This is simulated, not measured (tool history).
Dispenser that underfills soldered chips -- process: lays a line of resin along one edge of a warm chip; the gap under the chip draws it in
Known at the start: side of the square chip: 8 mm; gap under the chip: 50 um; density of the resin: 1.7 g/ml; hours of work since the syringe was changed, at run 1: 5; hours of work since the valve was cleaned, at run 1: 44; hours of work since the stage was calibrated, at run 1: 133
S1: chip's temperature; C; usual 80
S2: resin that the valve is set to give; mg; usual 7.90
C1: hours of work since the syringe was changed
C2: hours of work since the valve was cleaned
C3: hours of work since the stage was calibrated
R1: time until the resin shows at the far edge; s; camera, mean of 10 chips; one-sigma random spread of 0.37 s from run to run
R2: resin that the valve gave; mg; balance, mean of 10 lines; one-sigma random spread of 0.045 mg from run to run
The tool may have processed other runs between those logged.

run 1 hour=0.0 | S1=80 S2=7.90 | C1=5 C2=44 C3=133 | R1=34.8 R2=7.67
-- hour=4.8 new syringe of resin
run 2 hour=4.8 | S1=80 S2=7.90 | C1=0 C2=47 C3=136 | R1=22.0 R2=7.73
run 3 hour=8.4 | S1=81 S2=7.90 | C1=2 C2=50 C3=138 | R1=26.5 R2=7.81
run 4 hour=14.3 | S1=81 S2=7.90 | C1=6 C2=54 C3=142 | R1=37.7 R2=7.76
-- hour=17.4 new syringe of resin
run 5 hour=17.4 | S1=81 S2=7.90 | C1=0 C2=56 C3=144 | R1=21.8 R2=7.72
run 6 hour=20.6 | S1=81 S2=7.90 | C1=2 C2=58 C3=146 | R1=26.2 R2=7.71
run 7 hour=23.0 | S1=81 S2=7.90 | C1=4 C2=59 C3=148 | R1=29.8 R2=7.62
run 8 hour=27.4 | S1=80 S2=9.24 | C1=7 C2=62 C3=151 | R1=40.6 R2=9.05
-- hour=29.6 new syringe of resin
run 9 hour=30.7 | S1=80 S2=7.90 | C1=1 C2=64 C3=153 | R1=23.6 R2=7.57
run 10 hour=36.4 | S1=80 S2=7.90 | C1=5 C2=68 C3=157 | R1=33.3 R2=7.62
run 11 hour=40.0 | S1=80 S2=7.90 | C1=7 C2=71 C3=159 | R1=41.7 R2=7.68
-- hour=41.9 new syringe of resin
run 12 hour=45.3 | S1=80 S2=7.90 | C1=2 C2=74 C3=163 | R1=27.3 R2=7.65
-- hour=49.3 dispensing valve cleaned and set on the balance
run 13 hour=50.6 | S1=80 S2=7.90 | C1=5 C2=1 C3=165 | R1=36.3 R2=7.91
run 14 hour=54.0 | S1=80 S2=7.90 | C1=7 C2=3 C3=168 | R1=42.8 R2=7.91
-- hour=55.1 new syringe of resin
run 15 hour=57.6 | S1=80 S2=8.40 | C1=2 C2=5 C3=170 | R1=26.4 R2=8.39
run 16 hour=62.3 | S1=80 S2=8.97 | C1=5 C2=8 C3=173 | R1=33.5 R2=8.93
run 17 hour=66.4 | S1=80 S2=8.97 | C1=8 C2=11 C3=176 | R1=43.0 R2=8.84
-- hour=67.4 new syringe of resin
run 18 hour=70.6 | S1=80 S2=7.90 | C1=2 C2=14 C3=178 | R1=27.3 R2=7.91
run 19 hour=74.6 | S1=86 S2=8.58 | C1=5 C2=16 C3=181 | R1=27.3 R2=8.53
-- hour=79.7 new syringe of resin
run 20 hour=80.0 | S1=86 S2=8.58 | C1=0 C2=20 C3=184 | R1=17.7 R2=8.51
run 21 hour=85.2 | S1=86 S2=8.58 | C1=4 C2=23 C3=188 | R1=23.1 R2=8.52
run 22 hour=90.4 | S1=86 S2=8.58 | C1=7 C2=27 C3=191 | R1=33.1 R2=8.53
-- hour=92.4 new syringe of resin
run 23 hour=96.5 | S1=73 S2=7.28 | C1=3 C2=31 C3=195 | R1=40.8 R2=7.10
run 24 hour=101.9 | S1=69 S2=6.90 | C1=6 C2=34 C3=199 | R1=68.8 R2=6.82
-- hour=104.7 new syringe of resin
run 25 hour=106.9 | S1=69 S2=6.90 | C1=1 C2=37 C3=202 | R1=45.5 R2=6.84
run 26 hour=111.0 | S1=69 S2=6.90 | C1=4 C2=40 C3=205 | R1=59.0 R2=6.73
run 27 hour=116.1 | S1=80 S2=8.77 | C1=8 C2=44 C3=208 | R1=44.7 R2=8.50
-- hour=116.9 new syringe of resin
run 28 hour=118.9 | S1=80 S2=8.77 | C1=1 C2=45 C3=210 | R1=25.0 R2=8.51
run 29 hour=124.0 | S1=80 S2=6.85 | C1=5 C2=49 C3=213 | R1=37.1 R2=6.66
run 30 hour=127.1 | S1=83 S2=7.89 | C1=7 C2=51 C3=215 | R1=36.8 R2=7.74
-- hour=129.4 new syringe of resin
run 31 hour=130.5 | S1=82 S2=7.88 | C1=1 C2=53 C3=217 | R1=22.4 R2=7.75
run 32 hour=136.0 | S1=82 S2=7.88 | C1=4 C2=56 C3=221 | R1=30.9 R2=7.63
run 33 hour=140.6 | S1=93 S2=7.90 | C1=7 C2=59 C3=224 | R1=25.5 R2=7.66
-- hour=141.8 new syringe of resin
run 34 hour=144.6 | S1=90 S2=9.50 | C1=2 C2=62 C3=226 | R1=17.6 R2=9.23
run 35 hour=149.7 | S1=66 S2=10.23 | C1=5 C2=65 C3=230 | R1=68.0 R2=9.91

Selected run-to-run steps in R1, each split into two signed amounts: the part the tool would show with no hidden state at all (from settings, incoming material and random variation), and the remainder, which goes to the hidden state together with any gauge scatter not common to the measured and the hidden-state-free results:
Hidden state at play: resin's viscosity, % of fresh resin's; dose that the valve gives, % of what is set; true chip temperature over the reading, C; drift of the gauge itself on fill_s, %; drift of the gauge itself on given_mg, %.
Run 23 -> 24: S1 73 -> 69, S2 7.28 -> 6.90. R1 +28.0 s: hidden state +21.1, all else +6.9.
Run 24 -> 25: new syringe of resin. R1 -23.3 s: hidden state -23.3, all else +0.0.
Run 34 -> 35: S1 90 -> 66, S2 9.50 -> 10.23. R1 +50.4 s: hidden state +24.0, all else +26.4.
